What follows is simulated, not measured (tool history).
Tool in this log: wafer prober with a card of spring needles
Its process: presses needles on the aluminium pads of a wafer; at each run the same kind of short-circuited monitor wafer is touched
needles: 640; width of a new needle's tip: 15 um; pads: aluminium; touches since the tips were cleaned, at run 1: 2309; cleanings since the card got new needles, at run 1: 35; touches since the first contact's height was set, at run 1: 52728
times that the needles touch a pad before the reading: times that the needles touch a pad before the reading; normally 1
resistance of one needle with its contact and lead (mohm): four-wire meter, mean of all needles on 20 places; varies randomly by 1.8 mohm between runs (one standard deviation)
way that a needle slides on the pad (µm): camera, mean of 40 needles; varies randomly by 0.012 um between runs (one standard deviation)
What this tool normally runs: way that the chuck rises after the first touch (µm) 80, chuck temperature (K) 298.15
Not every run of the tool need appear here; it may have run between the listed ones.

run   hour  way that the chuck rises after the first touch (µm)  chuck temperature (K)  times that the needles touch a pad before the reading  touches since the tips were cleaned  cleanings since the card got new needles  touches since the first contact's height was set  resistance of one needle with its contact and lead (mohm)  way that a needle slides on the pad (µm)
  1    0.0                                                   80                 298.15                                                      1                                 2309                                        35                                             52728                                                        194                                     11.87
       4.6  -- tips cleaned on abrasive film
      12.5  -- tips cleaned on abrasive film
  2   15.1                                                   80                 298.15                                                      1                                 1793                                        37                                             62817                                                        193                                     11.87
      21.1  -- tips cleaned on abrasive film
  3   27.4                                                   80                 298.15                                                      1                                 4283                                        38                                             71069                                                        197                                     11.85
      29.2  -- tips cleaned on abrasive film
      37.7  -- tips cleaned on abrasive film
  4   37.9                                                   80                 393.15                                                      1                                  129                                        40                                             78031                                                        203                                     11.82
      44.1  -- height of the first contact set anew
      45.6  -- tips cleaned on abrasive film
  5   48.4                                                   63                 298.15                                                      1                                 1898                                        41                                              2854                                                        198                                      9.23
      53.2  -- tips cleaned on abrasive film
      61.2  -- tips cleaned on abrasive film
      69.2  -- tips cleaned on abrasive film
  6   69.2                                                   63                 298.15                                                      1                                    0                                        44                                             16736                                                        190                                      9.20
      77.1  -- tips cleaned on abrasive film
      85.5  -- tips cleaned on abrasive film
  7   90.3                                                   80                 310.15                                                      1                                 3218                                        46                                             30821                                                        199                                     11.72
      93.6  -- tips cleaned on abrasive film
     102.3  -- tips cleaned on abrasive film
  8  105.0                                                   80                 309.15                                                      1                                 1814                                        48                                             40653                                                        196                                     11.69
     110.2  -- tips cleaned on abrasive film
     118.0  -- tips cleaned on abrasive film
  9  124.1                                                   80                 309.15                                                      1                                 4146                                        50                                             53447                                                        199                                     11.71
     125.6  -- tips cleaned on abrasive film
     133.5  -- tips cleaned on abrasive film
     142.0  -- tips cleaned on abrasive film
 10  142.0                                                   80                 298.15                                                      1                                    0                                        53                                             65351                                                        185                                     11.66
     149.9  -- tips cleaned on abrasive film
     158.5  -- height of the first contact set anew, once more
     158.6  -- tips cleaned on abrasive film
 11  160.1                                                   80                 298.15                                                      1                                 1031                                        55                                              1031                                                        190                                     11.90
     166.9  -- tips cleaned on abrasive film
     175.8  -- tips cleaned on abrasive film
 12  177.4                                                   80                 298.15                                                      1                                 1078                                        57                                             12582                                                        188                                     11.90
     184.4  -- tips cleaned on abrasive film
     193.7  -- tips cleaned on abrasive film
 13  195.3                                                   80                 298.15                                                      1                                 1068                                        59                                             24537                                                        189                                     11.88
     201.8  -- tips cleaned on abrasive film
     209.8  -- tips cleaned on abrasive film
 14  214.1                                                   80                 298.15                                                      3                                 2928                                        61                                             37149                                                        189                                     11.87
     217.5  -- tips cleaned on abrasive film
     225.1  -- tips cleaned on abrasive film
 15  227.6                                                   80                 298.15                                                      3                                 1681                                        63                                             46150                                                        185                                     11.86
     233.1  -- tips cleaned on abrasive film
     241.4  -- tips cleaned on abrasive film
 16  248.6                                                   80                 370.15                                                      2                                 4881                                        65                                             60243                                                        207                                     11.85
     249.9  -- tips cleaned on abrasive film
     258.6  -- tips cleaned on abrasive film
 17  264.0                                                   80                 370.15                                                      2                                 3663                                        67                                             70505                                                        203                                     11.83
     266.8  -- tips cleaned on abrasive film
     274.5  -- tips cleaned on abrasive film
     281.8  -- height of the first contact set anew
 18  281.8                                                   80                 322.15                                                      2                                 4741                                        69                                                17                                                        197                                     11.92
     283.8  -- tips cleaned on abrasive film
     292.7  -- tips cleaned on abrasive film
 19  299.5                                                   67                 322.15                                                      1                                 4555                                        71                                             11846                                                        211                                      9.98
     301.2  -- tips cleaned on abrasive film
     309.5  -- tips cleaned on abrasive film
     317.2  -- tips cleaned on abrasive film
 20  317.6                                                   62                 306.15                                                      3                                  250                                        74                                             23900                                                        189                                      9.22
     325.2  -- tips cleaned on abrasive film
 21  329.3                                                   74                 308.15                                                      3                                 2752                                        75                                             31768                                                        193                                     10.97
     333.6  -- tips cleaned on abrasive film
     342.1  -- tips cleaned on abrasive film
     349.7  -- tips cleaned on abrasive film
 22  349.7                                                   80                 298.15                                                      3                                    0                                        78                                             45383                                                        183                                     11.88
     358.9  -- tips cleaned on abrasive film
     367.4  -- tips cleaned on abrasive film
 23  370.9                                                   75                 308.15                                                      2                                 2327                                        80                                             59551                                                        193                                     11.09
     375.5  -- tips cleaned on abrasive film
 24  380.8                                                   97                 324.15                                                      1                                 3621                                        81                                             66243                                                        199                                     14.36
     383.5  -- tips cleaned on abrasive film
     391.7  -- tips cleaned on abrasive film
     399.9  -- tips cleaned on abrasive film
 25  400.7                                                   97                 324.15                                                      1                                  529                                        84                                             79454                                                        191                                     14.35
     405.1  -- height of the first contact set anew
     408.1  -- tips cleaned on abrasive film
     416.3  -- tips cleaned on abrasive film
 26  421.7                                                   97                 324.15                                                      1                                 3658                                        86                                             11094                                                        198                                     14.46
     424.8  -- tips cleaned on abrasive film
     434.2  -- tips cleaned on abrasive film
     442.3  -- tips cleaned on abrasive film
 27  442.5                                                   80                 311.15                                                      3                                  184                                        89                                             24998                                                        188                                     11.90
     450.7  -- tips cleaned on abrasive film
 28  458.0                                                   80                 311.15                                                      2                                 4920                                        90                                             35399                                                        195                                     11.88
     459.2  -- tips cleaned on abrasive film
     468.0  -- tips cleaned on abrasive film
     476.1  -- tips cleaned on abrasive film
 29  477.7                                                   93                 312.15                                                      1                                 1097                                        93                                             48520                                                        192                                     13.82

Below are 5 alternative next runs, each starting from the tool's condition after run 29. Predict each:
     484.2  -- tips cleaned on abrasive film
     492.3  -- tips cleaned on abrasive film
  A  494.8                                                   61                 312.15                                                      1                                 1746                                        95                                             59987                                                          ?                                         ?
     484.2  -- tips cleaned on abrasive film
     492.3  -- tips cleaned on abrasive film
  B  494.8                                                   80                 298.15                                                      1                                 1746                                        95                                             59987                                                          ?                                         ?
     484.2  -- tips cleaned on abrasive film
     492.3  -- tips cleaned on abrasive film
  C  494.8                                                   71                 312.15                                                      1                                 1746                                        95                                             59987                                                          ?                                         ?
     484.2  -- tips cleaned on abrasive film
     492.3  -- tips cleaned on abrasive film
  D  494.8                                                   94                 304.15                                                      1                                 1746                                        95                                             59987                                                          ?                                         ?
     484.2  -- tips cleaned on abrasive film
     492.3  -- tips cleaned on abrasive film
  E  494.8                                                   91                 334.15                                                      1                                 1746                                        95                                             59987                                                          ?                                         ?

run  resistance of one needle with its contact and lead (mohm)  way that a needle slides on the pad (µm)
  A                                                        204                                      9.01
  B                                                        191                                     11.86
  C                                                        200                                     10.52
  D                                                        188                                     13.93
  E                                                        199                                     13.51
Stripped of hidden state, with their random variation kept, the same runs would have yielded:
run  resistance of one needle with its contact and lead (mohm)  way that a needle slides on the pad (µm)
  A                                                        189                                      9.09
  B                                                        181                                     11.93
  C                                                        188                                     10.59
  D                                                        181                                     14.00
  E                                                        192                                     13.59
